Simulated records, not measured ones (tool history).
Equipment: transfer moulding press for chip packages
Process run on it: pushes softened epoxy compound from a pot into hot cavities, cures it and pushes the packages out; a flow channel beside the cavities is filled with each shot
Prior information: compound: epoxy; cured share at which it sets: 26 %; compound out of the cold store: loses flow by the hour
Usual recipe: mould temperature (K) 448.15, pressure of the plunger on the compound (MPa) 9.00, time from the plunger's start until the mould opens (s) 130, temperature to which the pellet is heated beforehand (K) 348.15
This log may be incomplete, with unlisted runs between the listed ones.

run   hour  mould temperature (K)  pressure of the plunger on the compound (MPa)  time from the plunger's start until the mould opens (s)  temperature to which the pellet is heated beforehand (K)  incoming compound's hours out of the cold store  length that the compound runs in the flow channel (mm)  greatest force on the pins that push the packages out (N)
  1    0.0                 448.15                                           9.00                                                      130                                                    348.15                                             32.0                                                     623                                                        816
  2   21.9                 448.15                                           9.00                                                      130                                                    350.15                                             22.2                                                     663                                                        992
  3   44.5                 448.15                                           9.00                                                      130                                                    348.15                                             45.1                                                     557                                                        955
      62.7  -- cavities cleaned with cleaning compound and waxed
      77.8  -- plunger's sealing rings changed
  4   80.1                 448.15                                           9.00                                                      130                                                    348.15                                              9.7                                                     771                                                        793
  5  120.8                 448.15                                           9.00                                                      130                                                    348.15                                             35.7                                                     624                                                        911
  6  156.4                 448.15                                           9.00                                                      165                                                    348.15                                             11.6                                                     749                                                        764
     165.1  -- cavities cleaned with cleaning compound and waxed
  7  181.2                 448.15                                           9.05                                                      165                                                    348.15                                             39.6                                                     605                                                        538
  8  204.2                 441.15                                           9.00                                                      130                                                    348.15                                             18.9                                                     721                                                       1416
  9  223.4                 441.15                                           9.00                                                      130                                                    348.15                                              8.6                                                     788                                                       1720
     234.5  -- mould's thermocouples calibrated
 10  256.4                 448.15                                           9.00                                                      130                                                    344.15                                             19.6                                                     695                                                       1006
     266.0  -- cavities cleaned with cleaning compound and waxed
 11  275.9                 448.15                                           9.00                                                      130                                                    348.15                                             20.4                                                     691                                                        655
 12  310.9                 448.15                                           9.00                                                      130                                                    348.15                                             10.7                                                     747                                                        956
 13  351.2                 448.15                                           9.00                                                      130                                                    348.15                                             22.7                                                     677                                                       1012
     365.1  -- cavities cleaned with cleaning compound and waxed
 14  380.1                 448.15                                           9.00                                                      130                                                    348.15                                             41.4                                                     583                                                        673
 15  404.7                 448.15                                           9.00                                                      141                                                    348.15                                             15.0                                                     722                                                        758
 16  441.6                 448.15                                           8.88                                                      130                                                    339.15                                             21.3                                                     678                                                       1041
     464.8  -- cavities cleaned with cleaning compound and waxed
 17  471.1                 448.15                                           8.88                                                      123                                                    350.15                                             15.6                                                     705                                                        720
 18  506.7                 448.15                                           8.88                                                      123                                                    350.15                                             13.1                                                     717                                                       1029
 19  528.6                 452.15                                           8.17                                                      120                                                    346.15                                             13.6                                                     676                                                        978
 20  560.7                 452.15                                           6.93                                                      120                                                    350.15                                             30.7                                                     544                                                        932
     564.3  -- cavities cleaned with cleaning compound and waxed
 21  594.5                 441.15                                           6.93                                                      129                                                    352.15                                             38.5                                                     529                                                       1151
     612.7  -- plunger's sealing rings changed
 22  629.2                 441.15                                           9.11                                                      129                                                    354.15                                             24.1                                                     702                                                       1460
 23  651.8                 441.15                                           9.00                                                      130                                                    341.15                                             45.5                                                     589                                                       1467
     667.1  -- cavities cleaned with cleaning compound and waxed
 24  683.8                 443.15                                           9.00                                                      130                                                    339.15                                             37.8                                                     619                                                        914
 25  705.1                 456.15                                           9.00                                                      130                                                    345.15                                             30.0                                                     632                                                        640
 26  722.1                 448.15                                          10.76                                                      125                                                    348.15                                             46.4                                                     620                                                        943
 27  756.6                 453.15                                           9.00                                                      130                                                    348.15                                             46.8                                                     558                                                        819
     767.5  -- cavities cleaned with cleaning compound and waxed
 28  799.8                 447.15                                           9.00                                                      130                                                    343.15                                             37.8                                                     609                                                        860

Each run again, without the hidden state but with its own random variation kept:
The tool's hidden condition here consists of: true mould temperature over the reading, C; pressure that reaches the compound, % of what is set; grip of the stained cavities, % over clean ones'; drift of the gauge itself on flow_mm, %; drift of the gauge itself on push_out_n, %.
run  length that the compound runs in the flow channel (mm)  greatest force on the pins that push the packages out (N)
  1                                                     642                                                        504
  2                                                     685                                                        549
  3                                                     576                                                        498
  4                                                     770                                                        583
  5                                                     624                                                        513
  6                                                     752                                                        401
  7                                                     608                                                        411
  8                                                     725                                                        837
  9                                                     794                                                        932
 10                                                     706                                                        549
 11                                                     702                                                        550
 12                                                     760                                                        595
 13                                                     691                                                        548
 14                                                     596                                                        518
 15                                                     740                                                        482
 16                                                     697                                                        573
 17                                                     726                                                        621
 18                                                     740                                                        639
 19                                                     700                                                        551
 20                                                     564                                                        482
 21                                                     549                                                        772
 22                                                     702                                                        824
 23                                                     590                                                        775
 24                                                     622                                                        684
 25                                                     636                                                        413
 26                                                     625                                                        546
 27                                                     564                                                        435
 28                                                     617                                                        554
